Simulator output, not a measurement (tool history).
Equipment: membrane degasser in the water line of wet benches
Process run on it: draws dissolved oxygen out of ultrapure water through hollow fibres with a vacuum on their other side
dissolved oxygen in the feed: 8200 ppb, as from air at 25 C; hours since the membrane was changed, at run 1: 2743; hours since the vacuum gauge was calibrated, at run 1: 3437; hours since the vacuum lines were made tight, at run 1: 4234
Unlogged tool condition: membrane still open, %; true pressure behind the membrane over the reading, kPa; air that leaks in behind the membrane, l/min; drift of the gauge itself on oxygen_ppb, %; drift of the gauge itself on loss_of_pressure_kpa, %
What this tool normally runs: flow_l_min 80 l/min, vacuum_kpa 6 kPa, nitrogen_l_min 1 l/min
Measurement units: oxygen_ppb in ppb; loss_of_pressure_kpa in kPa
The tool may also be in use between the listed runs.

| run | hour | flow_l_min | vacuum_kpa | nitrogen_l_min | hours since the membrane was changed | hours since the vacuum gauge was calibrated | hours since the vacuum lines were made tight | oxygen_ppb | loss_of_pressure_kpa |
|---|---|---|---|---|---|---|---|---|---|
| 1 | 0 | 80 | 6 | 1 | 2743 | 3437 | 4234 | 403.7 | 45.8 |
| 2 | 176.7 | 80 | 6 | 1 | 2920 | 3613 | 4411 | 405.7 | 45.83 |
| 3 | 319.5 | 80 | 6 | 1 | 3062 | 3756 | 4554 | 403.8 | 45.66 |
| 4 | 455.3 | 80 | 6 | 1 | 3198 | 3892 | 4689 | 401.1 | 46.02 |
| 5 | 540.2 | 125 | 6 | 1 | 3283 | 3977 | 4774 | 562.3 | 71.51 |
| 6 | 628.2 | 125 | 6 | 1 | 3371 | 4065 | 4862 | 565.1 | 72.1 |
| 7 | 803.1 | 125 | 11.33 | 1 | 3546 | 4240 | 5037 | 1392.7 | 71.8 |
| 8 | 998.1 | 125 | 11.33 | 1 | 3741 | 4435 | 5232 | 1362.5 | 72.25 |
| 9 | 1113.5 | 125 | 11.33 | 1 | 3856 | 4550 | 5348 | 1372.5 | 71.81 |
| 10 | 1276.2 | 125 | 11.33 | 1 | 4019 | 4713 | 5510 | 1361.9 | 71.8 |
| 11 | 1451.9 | 70 | 11.33 | 1 | 4195 | 4888 | 5686 | 955 | 40.22 |
| 12 | 1647.1 | 67 | 6 | 1 | 4390 | 5084 | 5881 | 358 | 38.77 |
| 13 | 1739.5 | 67 | 6 | 1 | 4482 | 5176 | 5974 | 356.4 | 38.48 |
| 14 | 1855 | 67 | 6 | 1 | 4598 | 5291 | 6089 | 362 | 38.7 |
| 15 | 1974.6 | 67 | 6 | 1 | 4717 | 5411 | 6209 | 357.8 | 38.49 |
| 16 | 2060.4 | 67 | 6 | 1 | 4803 | 5497 | 6294 | 365.6 | 38.7 |
| 17 | 2212.1 | 50 | 6.75 | 0.46 | 4955 | 5649 | 6446 | 576.2 | 28.85 |
| 18 | 2365.2 | 74 | 6.75 | 0.46 | 5108 | 5802 | 6599 | 736.8 | 42.63 |
| 19 | 2464.2 | 76 | 7.32 | 2.02 | 5207 | 5901 | 6698 | 341.5 | 43.78 |
| 20 | 2563 | 76 | 7.32 | 2.02 | 5306 | 6000 | 6797 | 340 | 43.96 |
| 21 | 2741.6 | 68 | 12.68 | 2.02 | 5485 | 6178 | 6976 | 645.6 | 39.33 |
| 22 | 2937.9 | 77 | 13.53 | 0.67 | 5681 | 6374 | 7172 | 1557 | 44.41 |
| 23 | 3039.6 | 77 | 9.39 | 0.67 | 5782 | 6476 | 7274 | 1009.5 | 44.32 |
| 24 | 3195.4 | 77 | 9.39 | 0.67 | 5938 | 6632 | 7429 | 1022 | 44.58 |
| 25 | 3379 | 77 | 9.39 | 0.67 | 6122 | 6816 | 7613 | 1016.5 | 44.42 |

What if the next run were any one of these 4? Each begins from the tool's condition after run 25:
| A | 3530.1 | 50 | 6 | 0.85 | 6273 | 6967 | 7764 | ? | ? |
| B | 3530.1 | 56 | 9.39 | 0.67 | 6273 | 6967 | 7764 | ? | ? |
| C | 3530.1 | 73 | 10.88 | 1.3 | 6273 | 6967 | 7764 | ? | ? |
| D | 3530.1 | 60 | 8.9 | 0.55 | 6273 | 6967 | 7764 | ? | ? |

| run | oxygen_ppb | loss_of_pressure_kpa |
|---|---|---|
| A | 325.7 | 29.15 |
| B | 827.2 | 32.6 |
| C | 790.1 | 42.27 |
| D | 916 | 35.01 |
With no hidden state in the tool, these same runs would have given:
| run | oxygen_ppb | loss_of_pressure_kpa |
|---|---|---|
| A | 295.6 | 28.53 |
| B | 793.1 | 31.9 |
| C | 762.2 | 41.36 |
| D | 875.7 | 34.27 |

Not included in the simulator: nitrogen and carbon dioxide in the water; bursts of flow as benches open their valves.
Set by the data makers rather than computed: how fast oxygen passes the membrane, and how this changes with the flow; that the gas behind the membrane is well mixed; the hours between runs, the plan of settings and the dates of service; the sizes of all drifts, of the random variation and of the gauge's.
